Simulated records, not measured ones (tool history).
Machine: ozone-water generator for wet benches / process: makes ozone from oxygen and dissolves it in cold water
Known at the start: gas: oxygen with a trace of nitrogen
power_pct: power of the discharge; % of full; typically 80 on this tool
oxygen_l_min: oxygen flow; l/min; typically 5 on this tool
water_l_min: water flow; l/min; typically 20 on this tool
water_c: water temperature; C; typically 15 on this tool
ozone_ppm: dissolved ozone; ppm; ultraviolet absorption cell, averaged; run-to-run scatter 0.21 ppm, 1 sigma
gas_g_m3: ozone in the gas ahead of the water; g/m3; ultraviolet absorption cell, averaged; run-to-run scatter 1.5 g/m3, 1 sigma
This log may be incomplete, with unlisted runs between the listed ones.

run 1 hour=0.0 | power_pct=80 oxygen_l_min=5 water_l_min=20 water_c=15 | ozone_ppm=31.3 gas_g_m3=289.8
run 2 hour=37.2 | power_pct=80 oxygen_l_min=5 water_l_min=20 water_c=15 | ozone_ppm=31.6 gas_g_m3=287.5
run 3 hour=84.8 | power_pct=80 oxygen_l_min=5 water_l_min=20 water_c=22 | ozone_ppm=28.6 gas_g_m3=291.1
run 4 hour=146.1 | power_pct=80 oxygen_l_min=5 water_l_min=20 water_c=22 | ozone_ppm=28.5 gas_g_m3=290.2
run 5 hour=188.0 | power_pct=80 oxygen_l_min=5 water_l_min=20 water_c=8 | ozone_ppm=34.1 gas_g_m3=288.3
run 6 hour=244.6 | power_pct=45 oxygen_l_min=5 water_l_min=20 water_c=8 | ozone_ppm=19.9 gas_g_m3=169.0
run 7 hour=276.4 | power_pct=80 oxygen_l_min=5 water_l_min=18 water_c=15 | ozone_ppm=34.2 gas_g_m3=286.1
run 8 hour=313.9 | power_pct=80 oxygen_l_min=5 water_l_min=18 water_c=15 | ozone_ppm=34.6 gas_g_m3=291.0
run 9 hour=379.9 | power_pct=80 oxygen_l_min=5 water_l_min=18 water_c=15 | ozone_ppm=34.2 gas_g_m3=287.6
run 10 hour=446.2 | power_pct=80 oxygen_l_min=5 water_l_min=18 water_c=15 | ozone_ppm=34.2 gas_g_m3=290.4

The next listed run, before its measurement:
run 11 hour=492.1 | power_pct=80 oxygen_l_min=5 water_l_min=18 water_c=15 | ozone_ppm=? gas_g_m3=?

ozone_ppm: 34.0 ppm
gas_g_m3: 291.3 g/m3
With the hidden condition absent and the run-to-run variation left alone, this run would have shown ozone_ppm 34.1 ppm, gas_g_m3 291.6 g/m3.
